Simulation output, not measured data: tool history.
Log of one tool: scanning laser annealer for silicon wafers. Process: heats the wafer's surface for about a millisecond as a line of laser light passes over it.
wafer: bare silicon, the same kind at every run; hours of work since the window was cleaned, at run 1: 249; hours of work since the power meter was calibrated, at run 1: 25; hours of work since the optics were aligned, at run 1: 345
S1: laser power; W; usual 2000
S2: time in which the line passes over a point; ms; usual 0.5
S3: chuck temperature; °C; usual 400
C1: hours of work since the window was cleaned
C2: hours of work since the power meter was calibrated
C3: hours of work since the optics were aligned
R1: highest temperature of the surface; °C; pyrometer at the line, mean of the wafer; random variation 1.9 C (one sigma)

run,hour,S1,S2,S3,C1,C2,C3,R1
1,0,2000,0.5,400,249,25,345,1131
2,6.5,2000,0.5,400,253,29,348,1133
3,12.6,2000,0.5,400,256,32,352,1132
4,18.4,2000,0.5,400,260,35,355,1136
5,25,2000,0.5,400,263,39,359,1134
6,30.8,2000,0.5,400,267,42,362,1131
7,36.2,2000,0.5,400,270,45,365,1135
8,41.1,1735,0.5,400,272,48,368,1037
9,47.5,2066,0.5,400,276,52,371,1158
10,54.6,2066,0.5,400,280,56,375,1158
11,59.3,2066,0.5,400,283,58,378,1156
12,65.5,2066,0.5,400,286,62,382,1158
13,73.4,1910,0.5,400,291,66,386,1099
14,80.6,2000,0.5,390,295,70,390,1118
15,88.8,2000,0.5,390,299,75,395,1121
16,93.2,2000,0.5,390,302,77,397,1120
17,102.6,2000,0.5,400,307,83,402,1133
18,107,2000,0.383,400,309,85,405,1043
19,116.3,2000,0.5,400,315,90,410,1131
20,123.5,2000,0.5,400,319,94,414,1131
21,127.6,2031,0.545,425,321,97,416,1201
22,136.6,2031,0.545,425,326,102,421,1200
23,142.3,2031,0.357,425,329,105,425,1055
24,150.5,2192,0.357,437,334,110,429,1115
25,159.6,2192,0.357,437,339,115,434,1119
26,164.2,1782,0.5,400,342,117,437,1049
27,172.6,1782,0.5,400,346,122,442,1055
28,181.6,1922,0.5,420,351,127,447,1125
29,186.3,1822,0.495,400,354,130,449,1060
30,192.8,2031,0.591,414,358,133,453,1224
31,201.3,1893,0.591,414,362,138,458,1164
32,207.9,1738,0.591,440,366,142,462,1131
33,216.3,1864,0.434,435,371,147,466,1069
34,221.9,1864,0.516,399,374,150,469,1094
35,226.3,1864,0.516,399,376,152,472,1092
36,234.1,2000,0.469,400,381,157,476,1108
37,243.2,2000,0.469,400,386,162,481,1110
38,250.5,2000,0.544,430,390,166,485,1195
39,257.6,2000,0.544,430,394,170,489,1194
40,263.6,1801,0.5,400,397,173,493,1060

Forecast each of these 4 alternatives for the next run:
A,268.7,1801,0.5,401,400,176,496,?
B,268.7,1801,0.496,433,400,176,496,?
C,268.7,2199,0.44,419,400,176,496,?
D,268.7,2024,0.5,373,400,176,496,?

run,R1
A,1058
B,1090
C,1174
D,1115
Without the tool's hidden state the same runs would have given:
run,R1
A,1058
B,1091
C,1174
D,1115
